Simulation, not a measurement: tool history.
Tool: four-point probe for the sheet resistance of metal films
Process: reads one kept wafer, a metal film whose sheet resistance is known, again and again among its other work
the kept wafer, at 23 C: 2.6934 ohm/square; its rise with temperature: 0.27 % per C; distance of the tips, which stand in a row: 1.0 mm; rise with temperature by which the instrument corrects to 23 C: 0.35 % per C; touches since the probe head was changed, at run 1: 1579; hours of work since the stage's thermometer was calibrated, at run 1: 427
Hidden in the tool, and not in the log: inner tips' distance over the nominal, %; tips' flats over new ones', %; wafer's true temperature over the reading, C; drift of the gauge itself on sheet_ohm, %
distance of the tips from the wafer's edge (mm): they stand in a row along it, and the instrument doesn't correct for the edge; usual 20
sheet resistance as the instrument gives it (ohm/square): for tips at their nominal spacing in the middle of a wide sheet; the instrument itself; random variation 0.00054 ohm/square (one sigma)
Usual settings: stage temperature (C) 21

run    day  stage temperature (C)  distance of the tips from the wafer's edge (mm)  touches since the probe head was changed  hours of work since the stage's thermometer was calibrated  sheet resistance as the instrument gives it (ohm/square)
  1  0.000                     21                                               20                                      1579                                                         427                                                  2.701114
  2  0.767                     21                                                5                                      2165                                                         436                                                  2.755869
  3  1.158                     21                                                5                                      2463                                                         440                                                  2.754917
  4  1.717                     21                                                5                                      2891                                                         447                                                  2.754465
  5  2.408                     21                                                5                                      3416                                                         454                                                  2.754587
  6  2.962                     21                                                3                                      3841                                                         461                                                  2.848586
  7  3.396                     21                                                3                                      4173                                                         466                                                  2.850004
  8  4.121                     25                                               11                                      4725                                                         474                                                  2.701309
  9  4.492                     35                                               20                                      5008                                                         478                                                  2.671922
 10  4.821                     33                                                5                                      5260                                                         482                                                  2.729681
 11  5.538                     25                                               15                                      5808                                                         490                                                  2.696774
 12  6.008                     18                                               60                                      6168                                                         495                                                  2.704511
 13  6.800                     18                                               60                                      6771                                                         504                                                  2.705658
 14  7.146                     31                                               63                                      7035                                                         508                                                  2.676700

3 ways to go on from here, each from the tool as it stands after run 14. What would each give?
  A  7.479                     35                                               72                                      7291                                                         512                                                         ?
  B  7.479                     19                                               71                                      7291                                                         512                                                         ?
  C  7.479                     28                                               13                                      7291                                                         512                                                         ?

run  sheet resistance as the instrument gives it (ohm/square)
  A                                                  2.669151
  B                                                  2.702936
  C                                                  2.691677
Without the tool's hidden state the same runs would have given:
run  sheet resistance as the instrument gives it (ohm/square)
  A                                                  2.668894
  B                                                  2.702679
  C                                                  2.691419
